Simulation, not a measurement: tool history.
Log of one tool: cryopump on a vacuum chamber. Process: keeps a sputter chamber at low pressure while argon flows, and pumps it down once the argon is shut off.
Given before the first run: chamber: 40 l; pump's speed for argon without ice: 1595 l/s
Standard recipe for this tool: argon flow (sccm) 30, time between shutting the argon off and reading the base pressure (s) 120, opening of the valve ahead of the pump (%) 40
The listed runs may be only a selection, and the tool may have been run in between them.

| run | day | argon flow (sccm) | time between shutting the argon off and reading the base pressure (s) | opening of the valve ahead of the pump (%) | pressure while argon flows (Pa) | pressure after the wait (uPa) |
|---|---|---|---|---|---|---|
| 1 | 0.000 | 30 | 120 | 40 | 0.0933 | 0.97 |
| 2 | 0.946 | 30 | 70 | 40 | 0.0933 | 1.19 |
| 3 | 2.100 | 30 | 70 | 45 | 0.0849 | 1.22 |
| 4 | 3.008 | 30 | 70 | 45 | 0.0849 | 1.24 |
| 5 | 3.817 | 30 | 70 | 45 | 0.0864 | 1.16 |
| 6 | 4.996 | 46 | 70 | 30 | 0.1862 | 1.24 |
| 7 | 6.204 | 53 | 120 | 40 | 0.1691 | 0.97 |
|  | 7.292 | pump warmed up, emptied and cooled again |
| 8 | 7.767 | 31 | 86 | 19 | 0.1728 | 0.88 |
| 9 | 8.704 | 37 | 70 | 21 | 0.1869 | 1.06 |

Expected results for the next run?
| 10 | 9.371 | 30 | 47 | 36 | ? | ? |

pressure while argon flows (Pa): 0.0887
pressure after the wait (uPa): 1.31
Without the tool's hidden state the same run would have given pressure while argon flows (Pa) 0.0880, pressure after the wait (uPa) 1.05.
